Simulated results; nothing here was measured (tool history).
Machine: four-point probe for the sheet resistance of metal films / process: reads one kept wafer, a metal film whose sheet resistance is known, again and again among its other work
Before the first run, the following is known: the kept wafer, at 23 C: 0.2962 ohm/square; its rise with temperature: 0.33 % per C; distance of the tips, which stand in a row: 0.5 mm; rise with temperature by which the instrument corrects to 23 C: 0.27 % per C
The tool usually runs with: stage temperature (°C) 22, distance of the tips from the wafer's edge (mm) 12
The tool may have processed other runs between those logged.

run    day  stage temperature (°C)  distance of the tips from the wafer's edge (mm)  sheet resistance as the instrument gives it (ohm/square)
  1      0                      22                                               12                                                  0.297598
  2  1.029                      22                                               30                                                  0.297398
  3      2                      22                                               12                                                  0.297481
  4  3.067                      32                                               12                                                   0.29923
  5  3.962                      32                                               12                                                  0.299353
  6  4.838                      32                                               12                                                  0.299267
  7  5.338                      32                                               12                                                  0.299201
  8  6.104                      32                                               12                                                  0.299359
  9  7.033                      30                                                9                                                  0.299281
 10   7.75                      26                                               44                                                  0.298021
 11  8.662                      19                                                5                                                  0.298505
 12  9.183                      32                                                3                                                   0.30353
 13  9.996                      23                                               54                                                  0.297577

Consider 4 possible next runs. They are alternatives, not a sequence: every one starts from the tool as it was left by run 13. What does each give?
  A  10.892                      22                                               23                                                         ?
  B  10.892                      28                                                4                                                         ?
  C  10.892                      30                                               14                                                         ?
  D  10.892                      30                                               12                                                         ?

run  sheet resistance as the instrument gives it (ohm/square)
  A                                                  0.297359
  B                                                  0.300986
  C                                                  0.298913
  D                                                  0.299098
Stripped of hidden state, with their random variation kept, the same runs would have yielded:
run  sheet resistance as the instrument gives it (ohm/square)
  A                                                  0.295979
  B                                                  0.299586
  C                                                   0.29752
  D                                                  0.297704
